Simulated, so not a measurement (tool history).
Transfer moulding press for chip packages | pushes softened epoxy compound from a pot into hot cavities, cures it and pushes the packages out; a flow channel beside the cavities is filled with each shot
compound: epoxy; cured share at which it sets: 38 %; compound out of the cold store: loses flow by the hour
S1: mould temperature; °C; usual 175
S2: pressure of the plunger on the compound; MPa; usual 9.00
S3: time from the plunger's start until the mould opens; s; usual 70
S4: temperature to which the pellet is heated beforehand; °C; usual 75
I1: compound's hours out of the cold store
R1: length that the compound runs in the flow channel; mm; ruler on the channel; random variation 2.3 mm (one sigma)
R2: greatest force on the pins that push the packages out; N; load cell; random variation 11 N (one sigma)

run 1 hour=0.0 | S1=175 S2=9.00 S3=70 S4=75 | I1=37.6 | R1=688 R2=829
-- hour=43.8 cavities cleaned with cleaning compound and waxed
run 2 hour=52.3 | S1=175 S2=7.94 S3=70 S4=75 | I1=35.5 | R1=644 R2=585
run 3 hour=94.3 | S1=175 S2=7.94 S3=70 S4=75 | I1=45.2 | R1=616 R2=939
-- hour=116.9 cavities cleaned with cleaning compound and waxed
run 4 hour=141.7 | S1=175 S2=9.00 S3=58 S4=75 | I1=25.9 | R1=711 R2=1177
run 5 hour=186.0 | S1=175 S2=9.00 S3=70 S4=75 | I1=36.5 | R1=669 R2=994
-- hour=191.0 cavities cleaned with cleaning compound and waxed
-- hour=216.9 plunger's sealing rings changed
run 6 hour=236.3 | S1=175 S2=9.00 S3=70 S4=75 | I1=35.7 | R1=693 R2=931
-- hour=267.6 cavities cleaned with cleaning compound and waxed
run 7 hour=282.4 | S1=175 S2=9.00 S3=70 S4=75 | I1=30.5 | R1=707 R2=728
-- hour=288.6 mould's thermocouples calibrated
run 8 hour=327.4 | S1=175 S2=9.00 S3=70 S4=75 | I1=47.8 | R1=655 R2=938
-- hour=346.1 cavities cleaned with cleaning compound and waxed
run 9 hour=384.5 | S1=181 S2=9.00 S3=70 S4=75 | I1=29.8 | R1=694 R2=719
-- hour=422.8 cavities cleaned with cleaning compound and waxed
run 10 hour=430.4 | S1=175 S2=6.95 S3=58 S4=71 | I1=21.0 | R1=642 R2=991
run 11 hour=489.0 | S1=175 S2=9.00 S3=70 S4=71 | I1=12.5 | R1=754 R2=1145
-- hour=499.0 cavities cleaned with cleaning compound and waxed
-- hour=519.9 mould's thermocouples calibrated, once more
run 12 hour=519.9 | S1=173 S2=9.00 S3=70 S4=66 | I1=29.0 | R1=691 R2=854
-- hour=525.7 plunger's sealing rings changed
run 13 hour=556.8 | S1=175 S2=9.00 S3=70 S4=71 | I1=19.5 | R1=754 R2=978
-- hour=579.7 cavities cleaned with cleaning compound and waxed
run 14 hour=607.8 | S1=183 S2=10.93 S3=99 S4=70 | I1=26.4 | R1=779 R2=565
-- hour=653.5 cavities cleaned with cleaning compound and waxed
run 15 hour=666.8 | S1=175 S2=7.05 S3=70 S4=75 | I1=47.6 | R1=574 R2=649
-- hour=726.6 cavities cleaned with cleaning compound and waxed
run 16 hour=727.2 | S1=175 S2=8.91 S3=60 S4=75 | I1=15.5 | R1=742 R2=786
run 17 hour=754.6 | S1=175 S2=9.00 S3=52 S4=77 | I1=32.4 | R1=684 R2=1533

Forecast each of these 4 alternatives for the next run:
-- hour=801.2 cavities cleaned with cleaning compound and waxed
run A hour=810.8 | S1=174 S2=9.00 S3=52 S4=75 | I1=43.8 | R1=? R2=?
-- hour=801.2 cavities cleaned with cleaning compound and waxed
run B hour=810.8 | S1=175 S2=8.21 S3=52 S4=77 | I1=23.6 | R1=? R2=?
-- hour=801.2 cavities cleaned with cleaning compound and waxed
run C hour=810.8 | S1=175 S2=7.12 S3=52 S4=77 | I1=41.5 | R1=? R2=?
-- hour=801.2 cavities cleaned with cleaning compound and waxed
run D hour=810.8 | S1=175 S2=9.00 S3=70 S4=83 | I1=38.1 | R1=? R2=?

run=A R1=646 R2=1216
run=B R1=672 R2=1240
run=C R1=582 R2=1172
run=D R1=668 R2=633
Without the tool's hidden state the same runs would have given:
run=A R1=671 R2=920
run=B R1=698 R2=937
run=C R1=605 R2=886
run=D R1=693 R2=482

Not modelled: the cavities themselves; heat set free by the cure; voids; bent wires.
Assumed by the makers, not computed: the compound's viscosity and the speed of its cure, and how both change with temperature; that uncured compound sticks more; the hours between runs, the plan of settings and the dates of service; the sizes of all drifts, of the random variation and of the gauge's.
